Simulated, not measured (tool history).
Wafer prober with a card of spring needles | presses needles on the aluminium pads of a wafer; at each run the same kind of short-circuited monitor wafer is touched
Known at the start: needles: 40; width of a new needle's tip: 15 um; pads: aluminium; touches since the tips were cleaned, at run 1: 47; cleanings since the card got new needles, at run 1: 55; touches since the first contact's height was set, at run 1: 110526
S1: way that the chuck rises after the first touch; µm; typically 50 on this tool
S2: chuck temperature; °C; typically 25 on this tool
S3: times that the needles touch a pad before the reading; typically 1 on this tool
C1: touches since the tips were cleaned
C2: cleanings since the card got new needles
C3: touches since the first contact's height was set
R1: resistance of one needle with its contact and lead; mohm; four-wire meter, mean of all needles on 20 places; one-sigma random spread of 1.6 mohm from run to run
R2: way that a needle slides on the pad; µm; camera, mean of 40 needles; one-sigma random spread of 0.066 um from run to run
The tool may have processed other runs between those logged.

run,hour,S1,S2,S3,C1,C2,C3,R1,R2
1,0,50,25,1,47,55,110526,177,9.24
# hour 14.4: tips cleaned on abrasive film
2,21.7,50,48,1,2070,56,116618,434,8.9
# hour 29.6: tips cleaned on abrasive film
3,33.6,50,48,1,1123,57,119923,239,8.91
# hour 44.8: tips cleaned on abrasive film
4,52.1,50,48,1,2074,58,125127,275,8.95
# hour 60: tips cleaned on abrasive film
5,70,50,48,1,2815,59,130128,302,8.88
# hour 74.7: tips cleaned on abrasive film
6,83.7,33,25,1,2527,60,133950,547,5.55
# hour 89.8: tips cleaned on abrasive film
# hour 101.6: tips cleaned on abrasive film, once more
7,105.7,33,25,1,1145,62,140095,368,5.65
# hour 116.2: tips cleaned on abrasive film
8,117.1,33,25,1,258,63,143277,244,5.54
# hour 127.6: height of the first contact set anew
# hour 131: tips cleaned on abrasive film
9,140.1,33,25,2,2573,64,3503,336,6.46
# hour 147.1: tips cleaned on abrasive film
10,156.2,33,25,2,2570,65,7999,339,6.28
# hour 162.5: tips cleaned on abrasive film
# hour 178: tips cleaned on abrasive film
11,178.2,33,25,2,50,67,14134,191,6.34
# hour 193.5: tips cleaned on abrasive film
12,198.2,50,25,1,1347,68,19755,234,9.62
# hour 208.7: tips cleaned on abrasive film
13,214.6,50,25,1,1667,69,24329,253,9.55
# hour 224: tips cleaned on abrasive film
14,235.3,50,25,1,3189,70,30147,311,9.68
# hour 238.7: tips cleaned on abrasive film
15,252,50,25,1,3764,71,34814,319,9.57
# hour 253.1: tips cleaned on abrasive film
16,265.3,50,25,1,3438,72,38526,307,9.6
# hour 267.9: tips cleaned on abrasive film
17,277.2,57,25,1,2640,73,41861,265,10.73
# hour 282.6: tips cleaned on abrasive film
18,294.6,50,80,2,3399,74,46729,258,9.44
# hour 298.2: tips cleaned on abrasive film
19,307,50,80,2,2454,75,50175,236,9.51
# hour 313.6: tips cleaned on abrasive film
20,319.5,64,25,1,1655,76,53680,213,12.15
# hour 328.6: tips cleaned on abrasive film
21,338.9,48,27,2,2894,77,59100,251,9.03
# hour 343.5: tips cleaned on abrasive film
22,350.7,60,98,2,2011,78,62403,211,11.3
# hour 358.9: tips cleaned on abrasive film
23,365,58,30,2,1734,79,66421,198,11.03
# hour 374.7: tips cleaned on abrasive film
24,383.7,32,30,2,2553,80,71657,372,5.8
# hour 390.2: tips cleaned on abrasive film
25,399.1,32,30,2,2528,81,75965,383,5.85
# hour 405.3: tips cleaned on abrasive film
26,414.5,32,30,2,2592,82,80275,389,6.03
# hour 420.4: tips cleaned on abrasive film
# hour 436.1: tips cleaned on abrasive film
27,437.1,54,25,2,273,84,86563,173,10.06
28,447.4,31,25,1,3185,84,89475,609,5.47
# hour 451.2: tips cleaned on abrasive film
# hour 465.6: tips cleaned on abrasive film
29,465.6,50,25,1,0,86,94555,170,9.28
# hour 480.5: tips cleaned on abrasive film
30,483,50,25,1,686,87,99403,217,9.24
# hour 495.3: tips cleaned on abrasive film
31,504,52,97,1,2451,88,105307,288,9.52
# hour 510.6: tips cleaned on abrasive film
32,523.5,50,26,2,3631,89,110764,274,9.16

A few steps of R1 between consecutive runs. Split each: what settings, incoming material and random variation would produce without the hidden state, and what is left over for the hidden state, along with gauge scatter present in only one of the two compared results (measured, and without hidden state):
Unlogged tool condition in this case: debris on the tips, nm; way that the needles fall short of the set height, um; tips' diameter, um; drift of the gauge itself on contact_mohm, %; drift of the gauge itself on scrub_um, %.
Run 1 -> 2: S2 25 -> 48, tips cleaned on abrasive film. R1 +257 mohm: hidden state +253, all else +4.
Run 27 -> 28: S1 54 -> 31, S3 2 -> 1. R1 +436 mohm: hidden state +417, all else +19.
Run 28 -> 29: S1 31 -> 50, tips cleaned on abrasive film, tips cleaned on abrasive film. R1 -439 mohm: hidden state -422, all else -17.
